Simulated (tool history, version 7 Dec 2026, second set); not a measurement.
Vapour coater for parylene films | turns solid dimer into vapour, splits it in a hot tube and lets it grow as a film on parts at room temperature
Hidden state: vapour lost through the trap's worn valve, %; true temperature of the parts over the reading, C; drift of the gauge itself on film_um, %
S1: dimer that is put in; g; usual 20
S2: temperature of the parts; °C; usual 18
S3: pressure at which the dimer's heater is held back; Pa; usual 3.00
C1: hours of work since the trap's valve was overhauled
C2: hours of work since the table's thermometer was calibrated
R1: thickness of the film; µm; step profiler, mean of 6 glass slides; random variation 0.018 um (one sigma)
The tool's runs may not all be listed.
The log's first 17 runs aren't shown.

run   hour  S1  S2     S3   C1   C2    R1
 18  442.7   8  11   3.00  201  383  2.52
 19  475.0  14  13   4.55  222  405  3.88
 20  500.2  14  13   2.64  239  421  4.36
 21  517.5  22  24   7.54  250  433  4.39
 22  546.5  22  24   7.54  269  452  4.37
 23  578.5  20  12  11.79  290  473  4.78
 24  606.5  20  12  11.79  309  492  4.74
 25  639.9  20  12  11.79  331  514  4.76
 26  666.3  10  18   6.07  348  531  2.35
 27  700.7  18  18   2.26  371  554  5.14
 28  729.4  13  14   5.32  390  573  3.45
 29  765.6  13  14   5.32  414  597  3.43
 30  785.9  15  14   3.18  428  610  4.37
 31  816.8  15  14   3.18  448  631  4.36
 32  845.0  14  18   4.12  467  649  3.55
 33  881.5  13  24   2.90  491  674  3.09
 34  916.4  20  18   2.26  514  697  5.67

Forecast each of these 5 alternatives for the next run:
  A  939.4  19  18  10.17  529  712   ?
  B  939.4  25  18   5.06  529  712   ?
  C  939.4  20  18   3.00  529  712   ?
  D  939.4  19  15   3.00  529  712   ?
  E  939.4  27  18   3.00  529  712   ?

run    R1
  A  4.05
  B  6.12
  C  5.37
  D  5.47
  E  7.28
Without the tool's hidden state the same runs would have given:
run    R1
  A  4.06
  B  6.13
  C  5.38
  D  5.48
  E  7.30

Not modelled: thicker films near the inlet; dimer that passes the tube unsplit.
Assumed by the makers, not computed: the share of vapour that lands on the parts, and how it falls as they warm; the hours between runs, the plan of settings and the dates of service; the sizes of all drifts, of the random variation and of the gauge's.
